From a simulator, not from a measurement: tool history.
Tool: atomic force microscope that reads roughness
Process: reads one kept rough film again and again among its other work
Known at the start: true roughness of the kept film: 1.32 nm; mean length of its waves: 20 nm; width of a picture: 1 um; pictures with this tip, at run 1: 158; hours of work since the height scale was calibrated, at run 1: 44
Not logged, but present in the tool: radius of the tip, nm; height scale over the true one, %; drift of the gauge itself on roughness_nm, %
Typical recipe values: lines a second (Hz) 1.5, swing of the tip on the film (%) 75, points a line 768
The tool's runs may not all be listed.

| run | hour | lines a second (Hz) | swing of the tip on the film (%) | points a line | pictures with this tip | hours of work since the height scale was calibrated | roughness of the kept film (nm (root mean square)) |
|---|---|---|---|---|---|---|---|
| 1 | 0 | 1.5 | 75 | 768 | 158 | 44 | 1.039 |
| 2 | 9.4 | 1.5 | 75 | 768 | 165 | 49 | 1.027 |
| 3 | 22.3 | 1.5 | 75 | 768 | 176 | 56 | 1.02 |
| 4 | 31.1 | 1.5 | 75 | 768 | 183 | 60 | 1.017 |
| 5 | 41.3 | 1.5 | 57 | 768 | 191 | 66 | 1.047 |
| 6 | 48.7 | 1.5 | 57 | 768 | 197 | 70 | 1.038 |
|  | 50.4 | height scale calibrated on a step standard |
| 7 | 59.4 | 1.5 | 57 | 768 | 205 | 5 | 1.034 |
| 8 | 68.9 | 3.36 | 79 | 768 | 212 | 10 | 0.929 |
| 9 | 81.9 | 0.92 | 71 | 266 | 223 | 17 | 0.993 |

Run 10 has not been measured yet. What should we expect?
| 10 | 88.3 | 0.92 | 83 | 266 | 228 | 20 | ? |

{"run 10": {"roughness of the kept film (nm (root mean square))": 0.951}}
Were there no unlogged condition in the tool, this run, its random variation unchanged, would have produced roughness of the kept film (nm (root mean square)) 1.141.

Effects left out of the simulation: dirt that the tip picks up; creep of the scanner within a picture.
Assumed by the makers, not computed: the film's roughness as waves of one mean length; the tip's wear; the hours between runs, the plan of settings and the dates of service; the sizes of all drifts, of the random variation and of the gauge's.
